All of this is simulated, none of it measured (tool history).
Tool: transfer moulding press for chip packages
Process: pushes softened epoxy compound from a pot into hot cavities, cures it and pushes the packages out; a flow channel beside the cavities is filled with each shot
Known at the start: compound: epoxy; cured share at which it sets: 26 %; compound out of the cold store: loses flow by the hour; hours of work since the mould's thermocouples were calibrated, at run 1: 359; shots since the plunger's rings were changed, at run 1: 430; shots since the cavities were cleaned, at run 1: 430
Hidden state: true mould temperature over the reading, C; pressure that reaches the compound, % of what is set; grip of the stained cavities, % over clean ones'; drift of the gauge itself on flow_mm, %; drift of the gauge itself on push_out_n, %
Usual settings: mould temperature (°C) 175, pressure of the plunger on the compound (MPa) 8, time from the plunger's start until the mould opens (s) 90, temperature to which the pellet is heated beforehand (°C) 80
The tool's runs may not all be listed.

run	hour	mould temperature (°C)	pressure of the plunger on the compound (MPa)	time from the plunger's start until the mould opens (s)	temperature to which the pellet is heated beforehand (°C)	hours of work since the mould's thermocouples were calibrated	shots since the plunger's rings were changed	shots since the cavities were cleaned	incoming compound's hours out of the cold store	length that the compound runs in the flow channel (mm)	greatest force on the pins that push the packages out (N)
1	0	175	8	90	80	359	430	430	17.2	805	403
# hour 21.5: cavities cleaned with cleaning compound and waxed
# hour 73.3: cavities cleaned with cleaning compound and waxed
2	93	175	8	90	80	410	1548	245	44.3	677	338
# hour 127: cavities cleaned with cleaning compound and waxed
3	133	167	8	90	80	433	2027	75	44.9	694	475
# hour 179.3: cavities cleaned with cleaning compound and waxed
4	180.6	167	8	90	80	459	2599	16	20.5	792	476
# hour 189.3: plunger's sealing rings changed
# hour 235.1: cavities cleaned with cleaning compound and waxed
5	260.1	175	8	90	71	503	861	310	43.9	685	371
# hour 291.9: cavities cleaned with cleaning compound and waxed
# hour 323.5: mould's thermocouples calibrated
6	335.6	175	8	90	71	7	1756	517	13.6	810	473
# hour 353: cavities cleaned with cleaning compound and waxed
7	399.4	175	8	90	80	43	2531	577	9.3	823	482
# hour 405.8: cavities cleaned with cleaning compound and waxed
# hour 413.1: plunger's sealing rings changed
8	447.8	175	8	90	90	68	432	490	20	789	419
# hour 462.6: cavities cleaned with cleaning compound and waxed
9	494.9	175	8	90	90	95	999	401	20.7	782	408
# hour 517.4: cavities cleaned with cleaning compound and waxed
# hour 569.4: cavities cleaned with cleaning compound and waxed
10	582.8	171	8	90	90	143	2054	167	22.6	772	448
# hour 625.3: cavities cleaned with cleaning compound and waxed
# hour 639.7: plunger's sealing rings changed
11	671.1	175	8	90	80	192	391	538	24.4	772	440
# hour 683.9: cavities cleaned with cleaning compound and waxed
# hour 738.4: cavities cleaned with cleaning compound and waxed
12	738.4	175	8	90	80	229	1190	0	43	680	255
13	786.4	179	8	111	80	256	1786	596	10.2	808	300
# hour 794.2: cavities cleaned with cleaning compound and waxed
# hour 848.4: cavities cleaned with cleaning compound and waxed
14	851.6	176	8	90	87	292	2559	40	35.5	695	260
# hour 860.7: plunger's sealing rings changed
# hour 908: cavities cleaned with cleaning compound and waxed
15	927.1	175	8	85	78	333	808	238	31.4	736	412
# hour 962: cavities cleaned with cleaning compound and waxed
16	978.1	175	7.53	90	80	362	1422	200	12.4	791	364
# hour 1019: cavities cleaned with cleaning compound and waxed
17	1032.8	175	8.06	86	80	392	2083	171	14.1	804	390
# hour 1075.7: cavities cleaned with cleaning compound and waxed
# hour 1085.6: plunger's sealing rings changed
18	1127.2	175	7.79	73	80	444	516	608	18	795	724
# hour 1136.6: cavities cleaned with cleaning compound and waxed
# hour 1189.8: cavities cleaned with cleaning compound and waxed
19	1195	183	8.8	88	80	482	1322	65	46.2	675	231
# hour 1243.1: cavities cleaned with cleaning compound and waxed
20	1243.1	170	9.43	122	74	509	1901	0	25.4	830	201
# hour 1293.8: mould's thermocouples calibrated
# hour 1297.7: cavities cleaned with cleaning compound and waxed
21	1297.7	170	9.43	122	74	1	2535	0	42.3	745	210
# hour 1312.8: plunger's sealing rings changed
# hour 1356.3: cavities cleaned with cleaning compound and waxed
22	1379.5	170	9.43	122	74	46	810	288	36.1	802	318
# hour 1411: cavities cleaned with cleaning compound and waxed
23	1457.5	170	9.43	122	74	90	1761	578	8.3	935	354
# hour 1466.3: cavities cleaned with cleaning compound and waxed
# hour 1520.6: cavities cleaned with cleaning compound and waxed
# hour 1534.2: plunger's sealing rings changed
24	1547.9	174	8	105	80	139	170	308	34	736	307

3 ways to go on from here, each from the tool as it stands after run 24. What would each give?
# hour 1581.9: cavities cleaned with cleaning compound and waxed
A	1612.7	179	8	105	72	175	957	382	22.2	?	?
# hour 1581.9: cavities cleaned with cleaning compound and waxed
B	1612.7	181	8	90	80	175	957	382	37	?	?
# hour 1581.9: cavities cleaned with cleaning compound and waxed
C	1612.7	175	8	115	84	175	957	382	33.7	?	?

run	length that the compound runs in the flow channel (mm)	greatest force on the pins that push the packages out (N)
A	751	285
B	687	296
C	727	294
Without the tool's hidden state the same runs would have given:
run	length that the compound runs in the flow channel (mm)	greatest force on the pins that push the packages out (N)
A	762	193
B	697	200
C	738	201
